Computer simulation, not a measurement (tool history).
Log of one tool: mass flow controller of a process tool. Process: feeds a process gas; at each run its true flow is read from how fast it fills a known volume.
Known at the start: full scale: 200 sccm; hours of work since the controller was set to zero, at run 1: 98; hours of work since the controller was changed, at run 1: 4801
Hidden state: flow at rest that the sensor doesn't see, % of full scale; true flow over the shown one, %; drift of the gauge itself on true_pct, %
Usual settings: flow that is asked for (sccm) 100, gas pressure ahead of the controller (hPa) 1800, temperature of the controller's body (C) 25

run      day  flow that is asked for (sccm)  gas pressure ahead of the controller (hPa)  temperature of the controller's body (C)  hours of work since the controller was set to zero  hours of work since the controller was changed  true flow (%)
  1    0.000                            100                                        1800                                        25                                                  98                                            4801          97.20
  2    4.012                            100                                        1790                                        25                                                 174                                            4877          97.09
  3    7.904                            100                                        1790                                        25                                                 248                                            4951          97.07
  4   12.725                            100                                        1790                                        25                                                 339                                            5042          97.10
  5   18.262                            100                                        1790                                        25                                                 444                                            5147          96.92
  6   21.004                            100                                        1790                                        25                                                 495                                            5199          96.80
  7   24.154                            100                                        1500                                        25                                                 555                                            5258          96.91
  8   28.450                            100                                        1500                                        25                                                 636                                            5339          97.02
  9   32.571                            100                                        1500                                        25                                                 714                                            5417          96.74
 10   35.925                            100                                        1500                                        25                                                 778                                            5481          96.76
 11   41.733                            100                                        1500                                        25                                                 887                                            5591          96.73
 12   47.312                             36                                        1800                                        25                                                 993                                            5696          94.17
 13   52.550                             36                                        1800                                        25                                                1092                                            5795          93.92
 14   59.008                             36                                        1800                                        25                                                1214                                            5917          93.70
 15   62.746                             36                                        1800                                        25                                                1285                                            5988          93.58
 16   67.129                             36                                        1800                                        25                                                1368                                            6071          93.36
 17   72.562                             36                                        1800                                        25                                                1471                                            6174          93.15
 18   79.171                            193                                        1800                                        25                                                1596                                            6299          97.79
 19   83.508                             70                                        1800                                        25                                                1678                                            6381          94.88
 20   89.025                             70                                        1800                                        25                                                1782                                            6485          94.63
 21   92.904                             70                                        1800                                        25                                                1855                                            6558          94.63
 22   97.179                             70                                        1800                                        25                                                1936                                            6639          94.59
 23  102.900                            100                                        1800                                        25                                                2044                                            6747          95.37
 24  109.092                            100                                        1900                                        25                                                2161                                            6865          95.35
 25  112.325                             63                                        1800                                        29                                                2223                                            6926          94.14
 26  118.504                             37                                        2090                                        33                                                2339                                            7043          91.79
 27  122.075                             37                                        2010                                        33                                                2407                                            7110          91.73
 28  125.608                             48                                        2010                                        33                                                2474                                            7177          92.85
 29  129.725                             48                                        2010                                        33                                                2552                                            7255          92.79
 30  136.388                            110                                        1800                                        25                                                2678                                            7381          95.20
 31  139.729                            110                                        1800                                        25                                                2741                                            7444          95.03
 32  146.450                            110                                        1800                                        25                                                2868                                            7571          94.97
 33  151.883                             43                                        1510                                        21                                                2971                                            7674          91.00
 34  156.708                            128                                        2280                                        33                                                3062                                            7765          95.44
 35  162.371                            128                                        2280                                        33                                                3169                                            7872          95.33
 36  165.196                            100                                        1760                                        25                                                3223                                            7926          94.44
 37  169.067                             23                                        1600                                        25                                                3296                                            7999          85.82
 38  174.733                             23                                        1600                                        25                                                3403                                            8106          85.52
 39  177.900                            100                                        1800                                        24                                                3463                                            8166          93.99
 40  184.212                            124                                        1480                                        24                                                3582                                            8285          94.89
 41  190.654                            118                                        2180                                        25                                                3704                                            8407          94.27
 42  196.904                            118                                        2180                                        25                                                3822                                            8525          94.19
 43  201.808                             62                                        1520                                        36                                                3915                                            8618          92.26
 44  204.996                             61                                        2580                                        29                                                3975                                            8678          91.18
 45  208.379                            100                                        1800                                        37                                                4039                                            8742          94.29
 46  211.846                            100                                        1800                                        37                                                4105                                            8808          94.19
 47  215.479                            100                                        1800                                        37                                                4174                                            8877          94.27
 48  220.250                             34                                        1800                                        37                                                4264                                            8967          87.70

Forecast each of these 3 alternatives for the next run:
  A  224.112                             45                                        2780                                        20                                                4337                                            9040              ?
  B  224.112                             21                                        1800                                        37                                                4337                                            9040              ?
  C  224.112                             25                                        2140                                        37                                                4337                                            9040              ?

run  true flow (%)
  A          88.10
  B          82.15
  C          84.24
Without the tool's hidden state the same runs would have given:
run  true flow (%)
  A          96.96
  B          98.26
  C          98.19
